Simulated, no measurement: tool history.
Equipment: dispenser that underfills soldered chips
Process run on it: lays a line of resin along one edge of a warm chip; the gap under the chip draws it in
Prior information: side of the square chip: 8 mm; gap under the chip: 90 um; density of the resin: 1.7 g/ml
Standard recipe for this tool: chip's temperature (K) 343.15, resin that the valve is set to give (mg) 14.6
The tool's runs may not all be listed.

| run | day | chip's temperature (K) | resin that the valve is set to give (mg) | time until the resin shows at the far edge (s) | resin that the valve gave (mg) |
|---|---|---|---|---|---|
| 1 | 0.000 | 343.15 | 14.6 | 28.8 | 14.40 |
|  | 0.504 | dispensing valve cleaned and set on the balance |
|  | 0.558 | new syringe of resin |
| 2 | 0.596 | 343.15 | 14.6 | 25.9 | 14.56 |
| 3 | 0.888 | 343.15 | 14.6 | 32.1 | 14.41 |
|  | 1.254 | new syringe of resin |
| 4 | 1.512 | 343.15 | 16.6 | 29.4 | 16.44 |
|  | 1.962 | new syringe of resin |
| 5 | 2.212 | 343.15 | 16.6 | 30.0 | 16.30 |
|  | 2.650 | new syringe of resin |
| 6 | 2.675 | 330.15 | 14.6 | 49.9 | 14.27 |
|  | 2.967 | dispensing valve cleaned and set on the balance |
| 7 | 3.162 | 330.15 | 14.6 | 68.0 | 14.63 |
|  | 3.354 | new syringe of resin |
| 8 | 3.571 | 330.15 | 14.6 | 54.7 | 14.58 |
|  | 4.067 | new syringe of resin |
| 9 | 4.138 | 330.15 | 14.6 | 51.6 | 14.50 |
|  | 4.733 | new syringe of resin |
| 10 | 4.733 | 355.15 | 14.6 | 14.4 | 14.48 |
| 11 | 5.338 | 355.15 | 14.6 | 21.4 | 14.31 |
|  | 5.412 | new syringe of resin |
|  | 5.454 | dispensing valve cleaned and set on the balance |
| 12 | 5.729 | 355.15 | 14.6 | 18.2 | 14.55 |
|  | 6.142 | new syringe of resin |
| 13 | 6.262 | 355.15 | 14.6 | 15.8 | 14.49 |
|  | 6.808 | new syringe of resin |
| 14 | 6.808 | 345.15 | 14.6 | 23.6 | 14.39 |
|  | 7.504 | new syringe of resin |
| 15 | 7.517 | 343.15 | 16.9 | 26.7 | 16.61 |
|  | 7.896 | dispensing valve cleaned and set on the balance |
| 16 | 7.896 | 343.15 | 16.9 | 33.2 | 16.90 |
|  | 8.250 | new syringe of resin |
| 17 | 8.421 | 343.15 | 16.9 | 29.1 | 16.72 |
| 18 | 8.892 | 356.15 | 15.4 | 22.5 | 15.27 |
|  | 8.954 | new syringe of resin |
| 19 | 9.358 | 351.15 | 15.1 | 24.2 | 15.00 |
|  | 9.654 | new syringe of resin |
| 20 | 9.888 | 353.15 | 17.3 | 18.7 | 16.92 |
|  | 10.346 | new syringe of resin |
|  | 10.388 | dispensing valve cleaned and set on the balance |
| 21 | 10.575 | 357.15 | 18.4 | 15.5 | 18.41 |
|  | 11.083 | new syringe of resin |
| 22 | 11.146 | 347.15 | 14.6 | 23.1 | 14.45 |
| 23 | 11.458 | 349.15 | 14.6 | 26.0 | 14.48 |
|  | 11.762 | new syringe of resin |
| 24 | 12.129 | 349.15 | 14.6 | 25.2 | 14.37 |
|  | 12.429 | new syringe of resin |
| 25 | 12.483 | 334.15 | 12.7 | 44.4 | 12.46 |
|  | 12.829 | dispensing valve cleaned and set on the balance |
| 26 | 12.912 | 329.15 | 17.9 | 69.3 | 17.80 |
|  | 13.146 | new syringe of resin |
| 27 | 13.575 | 346.15 | 18.9 | 30.2 | 18.87 |
|  | 13.829 | new syringe of resin |
| 28 | 13.938 | 339.15 | 15.8 | 33.8 | 15.70 |
| 29 | 14.300 | 345.15 | 14.2 | 34.6 | 14.07 |
|  | 14.500 | new syringe of resin |
| 30 | 14.704 | 345.15 | 14.2 | 28.2 | 13.98 |
| 31 | 15.071 | 345.15 | 14.2 | 36.2 | 13.85 |
|  | 15.200 | new syringe of resin |
|  | 15.283 | dispensing valve cleaned and set on the balance |
| 32 | 15.788 | 345.15 | 14.2 | 35.8 | 14.12 |
|  | 15.908 | new syringe of resin |
| 33 | 16.233 | 343.15 | 18.5 | 33.0 | 18.37 |
|  | 16.608 | new syringe of resin |
| 34 | 16.608 | 332.15 | 16.4 | 44.7 | 16.27 |

Branching from run 34: 3 alternative next runs. What would each branch give?
| A | 17.150 | 352.15 | 15.2 | ? | ? |
| B | 17.150 | 348.15 | 12.7 | ? | ? |
| C | 17.150 | 334.15 | 18.9 | ? | ? |

| run | time until the resin shows at the far edge (s) | resin that the valve gave (mg) |
|---|---|---|
| A | 25.6 | 15.05 |
| B | 31.9 | 12.52 |
| C | 58.4 | 18.62 |
Had the tool no hidden state, the same runs would have come out as:
| run | time until the resin shows at the far edge (s) | resin that the valve gave (mg) |
|---|---|---|
| A | 16.5 | 15.31 |
| B | 20.6 | 12.74 |
| C | 37.9 | 18.95 |
